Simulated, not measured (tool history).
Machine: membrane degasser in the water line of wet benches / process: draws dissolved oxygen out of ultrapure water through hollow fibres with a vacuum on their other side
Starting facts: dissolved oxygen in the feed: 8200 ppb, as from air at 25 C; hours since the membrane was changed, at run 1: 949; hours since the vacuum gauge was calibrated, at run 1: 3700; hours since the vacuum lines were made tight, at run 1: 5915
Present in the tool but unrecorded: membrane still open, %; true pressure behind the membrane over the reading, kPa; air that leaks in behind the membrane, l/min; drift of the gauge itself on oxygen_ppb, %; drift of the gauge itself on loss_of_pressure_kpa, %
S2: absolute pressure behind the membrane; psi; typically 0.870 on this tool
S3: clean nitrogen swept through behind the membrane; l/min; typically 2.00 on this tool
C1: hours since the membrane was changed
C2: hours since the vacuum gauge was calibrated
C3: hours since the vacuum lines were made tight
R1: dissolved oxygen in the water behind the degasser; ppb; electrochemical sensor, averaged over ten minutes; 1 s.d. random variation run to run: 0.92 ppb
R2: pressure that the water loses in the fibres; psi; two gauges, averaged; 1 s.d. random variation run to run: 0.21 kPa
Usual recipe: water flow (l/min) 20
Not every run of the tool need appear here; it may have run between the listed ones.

run 1 hour=0.0 | water_flow_(l/min)=20 S2=0.870 S3=2.00 | C1=949 C2=3700 C3=5915 | R1=85.2 R2=6.859
run 2 hour=62.9 | water_flow_(l/min)=20 S2=0.994 S3=2.00 | C1=1012 C2=3763 C3=5978 | R1=105.6 R2=6.798
run 3 hour=101.3 | water_flow_(l/min)=20 S2=0.870 S3=1.72 | C1=1050 C2=3802 C3=6017 | R1=96.2 R2=6.752
run 4 hour=153.2 | water_flow_(l/min)=20 S2=0.870 S3=1.72 | C1=1102 C2=3854 C3=6069 | R1=95.4 R2=6.794
run 5 hour=228.3 | water_flow_(l/min)=20 S2=0.870 S3=2.00 | C1=1177 C2=3929 C3=6144 | R1=87.3 R2=6.783
run 6 hour=270.0 | water_flow_(l/min)=20 S2=0.870 S3=1.34 | C1=1219 C2=3970 C3=6185 | R1=115.8 R2=6.744
run 7 hour=336.8 | water_flow_(l/min)=20 S2=0.870 S3=2.00 | C1=1286 C2=4037 C3=6252 | R1=87.5 R2=6.757
run 8 hour=416.3 | water_flow_(l/min)=20 S2=0.870 S3=2.00 | C1=1365 C2=4117 C3=6332 | R1=87.3 R2=6.807
run 9 hour=465.9 | water_flow_(l/min)=19 S2=0.870 S3=2.00 | C1=1415 C2=4166 C3=6381 | R1=79.9 R2=6.435
run 10 hour=519.1 | water_flow_(l/min)=19 S2=0.870 S3=2.00 | C1=1468 C2=4220 C3=6435 | R1=80.9 R2=6.386
run 11 hour=566.8 | water_flow_(l/min)=19 S2=0.870 S3=2.00 | C1=1516 C2=4267 C3=6482 | R1=79.5 R2=6.461
run 12 hour=639.7 | water_flow_(l/min)=19 S2=0.870 S3=2.00 | C1=1588 C2=4340 C3=6555 | R1=79.9 R2=6.461
run 13 hour=678.4 | water_flow_(l/min)=20 S2=0.870 S3=1.93 | C1=1627 C2=4379 C3=6594 | R1=89.1 R2=6.782
run 14 hour=753.7 | water_flow_(l/min)=20 S2=0.870 S3=2.00 | C1=1702 C2=4454 C3=6669 | R1=85.8 R2=6.688
run 15 hour=834.9 | water_flow_(l/min)=14 S2=1.028 S3=3.42 | C1=1784 C2=4535 C3=6750 | R1=43.3 R2=4.696
run 16 hour=890.1 | water_flow_(l/min)=14 S2=1.028 S3=3.42 | C1=1839 C2=4591 C3=6806 | R1=42.3 R2=4.695
run 17 hour=943.5 | water_flow_(l/min)=22 S2=1.028 S3=2.79 | C1=1892 C2=4644 C3=6859 | R1=103.6 R2=7.385
run 18 hour=1002.8 | water_flow_(l/min)=31 S2=0.695 S3=2.79 | C1=1952 C2=4703 C3=6918 | R1=141.2 R2=10.377
run 19 hour=1059.2 | water_flow_(l/min)=15 S2=0.991 S3=2.79 | C1=2008 C2=4760 C3=6975 | R1=52.8 R2=5.011
run 20 hour=1141.3 | water_flow_(l/min)=15 S2=0.991 S3=2.79 | C1=2090 C2=4842 C3=7057 | R1=53.4 R2=4.981
run 21 hour=1190.1 | water_flow_(l/min)=27 S2=1.906 S3=3.04 | C1=2139 C2=4891 C3=7106 | R1=267.7 R2=9.026
run 22 hour=1248.6 | water_flow_(l/min)=27 S2=1.131 S3=3.94 | C1=2197 C2=4949 C3=7164 | R1=138.8 R2=9.002
run 23 hour=1326.2 | water_flow_(l/min)=19 S2=1.503 S3=2.82 | C1=2275 C2=5027 C3=7242 | R1=133.5 R2=6.332
run 24 hour=1404.3 | water_flow_(l/min)=22 S2=0.870 S3=1.09 | C1=2353 C2=5105 C3=7320 | R1=155.4 R2=7.272
run 25 hour=1474.4 | water_flow_(l/min)=22 S2=0.870 S3=1.09 | C1=2423 C2=5175 C3=7390 | R1=154.8 R2=7.307
run 26 hour=1520.6 | water_flow_(l/min)=20 S2=0.870 S3=1.12 | C1=2469 C2=5221 C3=7436 | R1=131.6 R2=6.711
run 27 hour=1589.8 | water_flow_(l/min)=20 S2=0.870 S3=1.12 | C1=2539 C2=5290 C3=7505 | R1=132.2 R2=6.641
-- hour=1640.5 gauge calibrated
run 28 hour=1658.3 | water_flow_(l/min)=22 S2=1.275 S3=1.39 | C1=2607 C2=5359 C3=7574 | R1=223.7 R2=7.497

Branching from run 28: 4 alternative next runs. What would each branch give?
run A hour=1710.5 | water_flow_(l/min)=20 S2=0.870 S3=4.62 | C1=2659 C2=5411 C3=7626 | R1=? R2=?
run B hour=1710.5 | water_flow_(l/min)=13 S2=0.754 S3=3.77 | C1=2659 C2=5411 C3=7626 | R1=? R2=?
run C hour=1710.5 | water_flow_(l/min)=16 S2=1.349 S3=2.26 | C1=2659 C2=5411 C3=7626 | R1=? R2=?
run D hour=1710.5 | water_flow_(l/min)=29 S2=0.880 S3=2.52 | C1=2659 C2=5411 C3=7626 | R1=? R2=?

run=A R1=50.7 R2=6.808
run=B R1=19.9 R2=4.395
run=C R1=109.3 R2=5.423
run=D R1=158.0 R2=9.807
Had the tool no hidden state, the same runs would have come out as:
run=A R1=50.6 R2=6.814
run=B R1=19.8 R2=4.398
run=C R1=109.2 R2=5.427
run=D R1=157.8 R2=9.816
